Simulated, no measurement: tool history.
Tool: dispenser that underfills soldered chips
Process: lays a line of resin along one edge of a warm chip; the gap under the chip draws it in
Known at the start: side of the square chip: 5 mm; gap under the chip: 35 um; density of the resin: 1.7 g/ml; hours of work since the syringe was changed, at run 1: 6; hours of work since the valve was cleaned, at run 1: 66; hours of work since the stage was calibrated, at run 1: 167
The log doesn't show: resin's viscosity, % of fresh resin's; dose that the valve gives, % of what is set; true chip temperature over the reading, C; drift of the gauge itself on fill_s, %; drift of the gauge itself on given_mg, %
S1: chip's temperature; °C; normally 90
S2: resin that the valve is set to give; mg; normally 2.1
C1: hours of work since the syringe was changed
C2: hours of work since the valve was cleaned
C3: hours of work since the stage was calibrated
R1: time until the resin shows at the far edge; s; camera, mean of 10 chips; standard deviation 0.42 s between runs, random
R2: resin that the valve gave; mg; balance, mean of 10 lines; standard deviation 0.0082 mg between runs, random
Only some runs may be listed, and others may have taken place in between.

| run | hour | S1 | S2 | C1 | C2 | C3 | R1 | R2 |
|---|---|---|---|---|---|---|---|---|
| 1 | 0 | 90 | 2.1 | 6 | 66 | 167 | 43.1 | 2.056 |
|  | 2.4 | new syringe of resin |
| 2 | 6.7 | 90 | 2.1 | 3 | 70 | 171 | 36.5 | 2.051 |
| 3 | 10.9 | 90 | 2.1 | 5 | 73 | 174 | 40.5 | 2.056 |
|  | 14.6 | new syringe of resin |
| 4 | 15.9 | 90 | 2.1 | 1 | 76 | 177 | 32.4 | 2.039 |
| 5 | 20.2 | 90 | 2.1 | 4 | 78 | 179 | 37.6 | 2.049 |
|  | 26.9 | new syringe of resin |
| 6 | 27.9 | 93 | 2.1 | 1 | 83 | 184 | 29 | 2.029 |
| 7 | 35.3 | 93 | 2.1 | 5 | 88 | 189 | 36 | 2.042 |
|  | 39.2 | new syringe of resin |
| 8 | 42.8 | 93 | 2.1 | 2 | 92 | 193 | 30.8 | 2.024 |
|  | 51.7 | new syringe of resin |
| 9 | 52.1 | 93 | 2.1 | 0 | 98 | 199 | 29 | 2.035 |
| 10 | 59.1 | 93 | 2.1 | 5 | 103 | 203 | 36.3 | 2.038 |
|  | 64 | new syringe of resin |
| 11 | 67.8 | 93 | 2.1 | 2 | 108 | 209 | 30.7 | 2.022 |
| 12 | 73.1 | 76 | 2.1 | 6 | 111 | 212 | 81.5 | 2.009 |
|  | 76.3 | new syringe of resin |
| 13 | 80.2 | 76 | 2.1 | 2 | 116 | 217 | 69 | 2.01 |
| 14 | 85.1 | 76 | 2.1 | 6 | 119 | 220 | 80.3 | 2.011 |
|  | 87.4 | dispensing valve cleaned and set on the balance |
|  | 89.7 | new syringe of resin |
| 15 | 94.2 | 90 | 2.1 | 3 | 4 | 225 | 36.4 | 2.098 |
| 16 | 100.7 | 102 | 2.1 | 7 | 8 | 229 | 26.6 | 2.095 |
|  | 102.1 | new syringe of resin |
| 17 | 105.1 | 102 | 2.1 | 2 | 11 | 231 | 21.7 | 2.085 |
| 18 | 113.4 | 102 | 2.1 | 7 | 16 | 237 | 27.9 | 2.083 |
|  | 114.4 | new syringe of resin |
| 19 | 120.3 | 90 | 2.6 | 4 | 20 | 241 | 37.6 | 2.571 |
|  | 126.6 | new syringe of resin |
| 20 | 129.4 | 90 | 2.39 | 2 | 26 | 246 | 34.9 | 2.366 |
| 21 | 136 | 88 | 2.03 | 6 | 30 | 251 | 47 | 1.991 |
|  | 138.9 | new syringe of resin |
| 22 | 143.8 | 95 | 2.64 | 3 | 35 | 255 | 28.8 | 2.586 |
| 23 | 147.7 | 95 | 2.03 | 6 | 37 | 258 | 33 | 1.979 |
|  | 151.4 | new syringe of resin |
| 24 | 156.6 | 95 | 2.03 | 3 | 43 | 263 | 31.7 | 1.981 |
| 25 | 163.1 | 100 | 1.82 | 7 | 47 | 267 | 32 | 1.782 |
|  | 163.9 | new syringe of resin |
| 26 | 172.1 | 84 | 2.1 | 5 | 53 | 273 | 53.8 | 2.06 |
|  | 176.5 | new syringe of resin |
| 27 | 176.5 | 84 | 2.15 | 0 | 55 | 276 | 43.5 | 2.103 |
| 28 | 185.5 | 84 | 2.17 | 6 | 61 | 281 | 54.4 | 2.113 |
|  | 188.7 | new syringe of resin |
| 29 | 192.9 | 94 | 1.91 | 3 | 65 | 286 | 32.6 | 1.849 |
| 30 | 198.7 | 100 | 2.55 | 6 | 69 | 290 | 29.1 | 2.467 |
|  | 201.1 | new syringe of resin |
| 31 | 204.5 | 100 | 2.55 | 2 | 73 | 293 | 23.9 | 2.471 |
|  | 213.5 | new syringe of resin |
| 32 | 213.8 | 100 | 2.55 | 0 | 78 | 299 | 21.6 | 2.452 |
| 33 | 218.2 | 90 | 1.97 | 3 | 81 | 302 | 39.5 | 1.9 |
|  | 225.8 | new syringe of resin |
| 34 | 226 | 90 | 1.97 | 0 | 86 | 306 | 35 | 1.904 |
| 35 | 234 | 75 | 2.29 | 5 | 91 | 311 | 83.4 | 2.185 |
|  | 238.4 | new syringe of resin |
| 36 | 242.2 | 96 | 2.25 | 2 | 96 | 317 | 28 | 2.159 |

Take each entry between the runs: how does the hidden state at the last listed run before it differ from the hidden state at the first listed run after it?
Logged between run 1 and run 2: new syringe of resin (hour 2.4)
  resin's viscosity, % of fresh resin's: 133.5 -> 112.8; dose that the valve gives, % of what is set: 97.77 -> 97.62; true chip temperature over the reading, C: -1.47 -> -1.51
  difference, measured minus the result without the unlogged condition, R1: +12.9 -> +6.3 s; R2: -0.047 -> -0.05 mg
Logged between run 3 and run 4: new syringe of resin (hour 14.6)
  resin's viscosity, % of fresh resin's: 127.5 -> 102.9; dose that the valve gives, % of what is set: 97.53 -> 97.44; true chip temperature over the reading, C: -1.53 -> -1.55
  difference, measured minus the result without the unlogged condition, R1: +10.9 -> +3.1 s; R2: -0.052 -> -0.054 mg
Logged between run 5 and run 6: new syringe of resin (hour 26.9)
  resin's viscosity, % of fresh resin's: 116.4 -> 102.6; dose that the valve gives, % of what is set: 97.35 -> 97.19; true chip temperature over the reading, C: -1.57 -> -1.6
  difference, measured minus the result without the unlogged condition, R1: +7.5 -> +2.7 s; R2: -0.056 -> -0.059 mg
Logged between run 7 and run 8: new syringe of resin (hour 39.2)
  resin's viscosity, % of fresh resin's: 127 -> 109.6; dose that the valve gives, % of what is set: 97.03 -> 96.89; true chip temperature over the reading, C: -1.65 -> -1.68
  difference, measured minus the result without the unlogged condition, R1: +9.8 -> +4.8 s; R2: -0.063 -> -0.066 mg
Logged between run 8 and run 9: new syringe of resin (hour 51.7)
  resin's viscosity, % of fresh resin's: 109.6 -> 102.4; dose that the valve gives, % of what is set: 96.89 -> 96.68; true chip temperature over the reading, C: -1.68 -> -1.72
  difference, measured minus the result without the unlogged condition, R1: +4.8 -> +2.8 s; R2: -0.066 -> -0.07 mg
Logged between run 10 and run 11: new syringe of resin (hour 64)
  resin's viscosity, % of fresh resin's: 125.4 -> 111.1; dose that the valve gives, % of what is set: 96.54 -> 96.36; true chip temperature over the reading, C: -1.76 -> -1.8
  difference, measured minus the result without the unlogged condition, R1: +9.6 -> +5.4 s; R2: -0.073 -> -0.077 mg
Logged between run 12 and run 13: new syringe of resin (hour 76.3)
  resin's viscosity, % of fresh resin's: 129.7 -> 113.7; dose that the valve gives, % of what is set: 96.25 -> 96.11; true chip temperature over the reading, C: -1.83 -> -1.86
  difference, measured minus the result without the unlogged condition, R1: +24.1 -> +13.9 s; R2: -0.079 -> -0.082 mg
Logged between run 14 and run 15: dispensing valve cleaned and set on the balance (hour 87.4); new syringe of resin (hour 89.7)
  resin's viscosity, % of fresh resin's: 130.8 -> 113.2; dose that the valve gives, % of what is set: 96.01 -> 99.33; true chip temperature over the reading, C: -1.88 -> -1.92
  difference, measured minus the result without the unlogged condition, R1: +24.6 -> +6.9 s; R2: -0.084 -> -0.014 mg
Logged between run 16 and run 17: new syringe of resin (hour 102.1)
  resin's viscosity, % of fresh resin's: 136.4 -> 111.1; dose that the valve gives, % of what is set: 99.2 -> 99.11; true chip temperature over the reading, C: -1.95 -> -1.97
  difference, measured minus the result without the unlogged condition, R1: +8.7 -> +3.7 s; R2: -0.017 -> -0.019 mg
Logged between run 18 and run 19: new syringe of resin (hour 114.4)
  resin's viscosity, % of fresh resin's: 141.1 -> 118.4; dose that the valve gives, % of what is set: 98.94 -> 98.8; true chip temperature over the reading, C: -2.01 -> -2.04
  difference, measured minus the result without the unlogged condition, R1: +9.8 -> +8.6 s; R2: -0.022 -> -0.032 mg
Logged between run 19 and run 20: new syringe of resin (hour 126.6)
  resin's viscosity, % of fresh resin's: 118.4 -> 108.6; dose that the valve gives, % of what is set: 98.8 -> 98.61; true chip temperature over the reading, C: -2.04 -> -2.08
  difference, measured minus the result without the unlogged condition, R1: +8.6 -> +5.5 s; R2: -0.032 -> -0.033 mg
Logged between run 21 and run 22: new syringe of resin (hour 138.9)
  resin's viscosity, % of fresh resin's: 131.6 -> 112; dose that the valve gives, % of what is set: 98.47 -> 98.31; true chip temperature over the reading, C: -2.12 -> -2.15
  difference, measured minus the result without the unlogged condition, R1: +14.5 -> +5.3 s; R2: -0.031 -> -0.045 mg
Logged between run 23 and run 24: new syringe of resin (hour 151.4)
  resin's viscosity, % of fresh resin's: 125.2 -> 119.1; dose that the valve gives, % of what is set: 98.23 -> 98.04; true chip temperature over the reading, C: -2.17 -> -2.21
  difference, measured minus the result without the unlogged condition, R1: +9 -> +7.6 s; R2: -0.036 -> -0.04 mg
Logged between run 25 and run 26: new syringe of resin (hour 163.9)
  resin's viscosity, % of fresh resin's: 143.3 -> 123.5; dose that the valve gives, % of what is set: 97.89 -> 97.7; true chip temperature over the reading, C: -2.24 -> -2.28
  difference, measured minus the result without the unlogged condition, R1: +11.9 -> +14.7 s; R2: -0.039 -> -0.049 mg
Logged between run 26 and run 27: new syringe of resin (hour 176.5)
  resin's viscosity, % of fresh resin's: 123.5 -> 98.6; dose that the valve gives, % of what is set: 97.7 -> 97.61; true chip temperature over the reading, C: -2.28 -> -2.31
  difference, measured minus the result without the unlogged condition, R1: +14.7 -> +3.9 s; R2: -0.049 -> -0.051 mg
Logged between run 28 and run 29: new syringe of resin (hour 188.7)
  resin's viscosity, % of fresh resin's: 128 -> 113.1; dose that the valve gives, % of what is set: 97.41 -> 97.27; true chip temperature over the reading, C: -2.35 -> -2.39
  difference, measured minus the result without the unlogged condition, R1: +16.4 -> +6.8 s; R2: -0.056 -> -0.053 mg
Logged between run 30 and run 31: new syringe of resin (hour 201.1)
  resin's viscosity, % of fresh resin's: 133.7 -> 110.2; dose that the valve gives, % of what is set: 97.14 -> 97.02; true chip temperature over the reading, C: -2.41 -> -2.44
  difference, measured minus the result without the unlogged condition, R1: +9.2 -> +4.3 s; R2: -0.073 -> -0.076 mg
Logged between run 31 and run 32: new syringe of resin (hour 213.5)
  resin's viscosity, % of fresh resin's: 110.2 -> 101.7; dose that the valve gives, % of what is set: 97.02 -> 96.81; true chip temperature over the reading, C: -2.44 -> -2.49
  difference, measured minus the result without the unlogged condition, R1: +4.3 -> +2.4 s; R2: -0.076 -> -0.082 mg
Logged between run 33 and run 34: new syringe of resin (hour 225.8)
  resin's viscosity, % of fresh resin's: 115.7 -> 102.2; dose that the valve gives, % of what is set: 96.72 -> 96.56; true chip temperature over the reading, C: -2.51 -> -2.54
  difference, measured minus the result without the unlogged condition, R1: +9.1 -> +4.7 s; R2: -0.065 -> -0.068 mg
Logged between run 35 and run 36: new syringe of resin (hour 238.4)
  resin's viscosity, % of fresh resin's: 128.8 -> 110.3; dose that the valve gives, % of what is set: 96.37 -> 96.19; true chip temperature over the reading, C: -2.58 -> -2.62
  difference, measured minus the result without the unlogged condition, R1: +26.4 -> +5.4 s; R2: -0.083 -> -0.085 mg
